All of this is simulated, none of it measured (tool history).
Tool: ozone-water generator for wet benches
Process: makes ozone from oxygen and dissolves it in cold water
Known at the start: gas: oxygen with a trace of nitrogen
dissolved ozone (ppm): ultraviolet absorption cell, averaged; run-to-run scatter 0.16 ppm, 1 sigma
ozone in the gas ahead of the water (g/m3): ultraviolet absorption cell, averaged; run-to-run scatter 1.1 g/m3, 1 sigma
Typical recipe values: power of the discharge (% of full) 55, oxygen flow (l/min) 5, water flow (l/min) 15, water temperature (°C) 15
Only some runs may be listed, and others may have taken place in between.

run   hour  power of the discharge (% of full)  oxygen flow (l/min)  water flow (l/min)  water temperature (°C)  dissolved ozone (ppm)  ozone in the gas ahead of the water (g/m3)
  1      0                                  55                    5                  15                      15                   17.9                                       186.4
  2   52.6                                  84                    5                  15                      15                   25.2                                       265.4
  3    113                                  55                 4.38                  15                      15                   17.7                                       199.4
  4  179.8                                  55                 4.38                  15                      15                   17.6                                       199.3
  5  219.6                                  55                 4.38                  15                      15                   17.7                                       198.5
  6  285.3                                  55                 4.38                  15                      15                   17.6                                       196.1
     311.9  -- contactor cleaned
  7  348.1                                  55                    5                  15                      11                   20.1                                       185.7
  8  420.1                                  55                    5                  15                      11                   20.3                                       186.6
  9  463.7                                  55                    5                  15                      11                   20.2                                       185.3
 10  529.9                                  55                    5                  22                      15                   13.6                                       184.4
 11  564.2                                  55                    5                  22                      15                   13.6                                       184.2
 12  623.5                                  55                    5                  15                      15                   18.7                                       182.6
 13  693.3                                  55                    5                  15                      15                     19                                         184
 14  753.5                                  55                    5                  15                      15                   18.8                                       184.4
 15  792.4                                  55                    5                  15                      15                   18.5                                       182.1
 16  856.3                                  55                 4.76                  15                      15                   18.6                                       186.6

For run 17, what comes out?
 17  902.4                                  91                    5                  23                      15                      ?                                           ?

dissolved ozone (ppm): 19.2
ozone in the gas ahead of the water (g/m3): 270.6
Minus the tool's unlogged condition, the same run would have read dissolved ozone (ppm) 23.6, ozone in the gas ahead of the water (g/m3) 327.9.
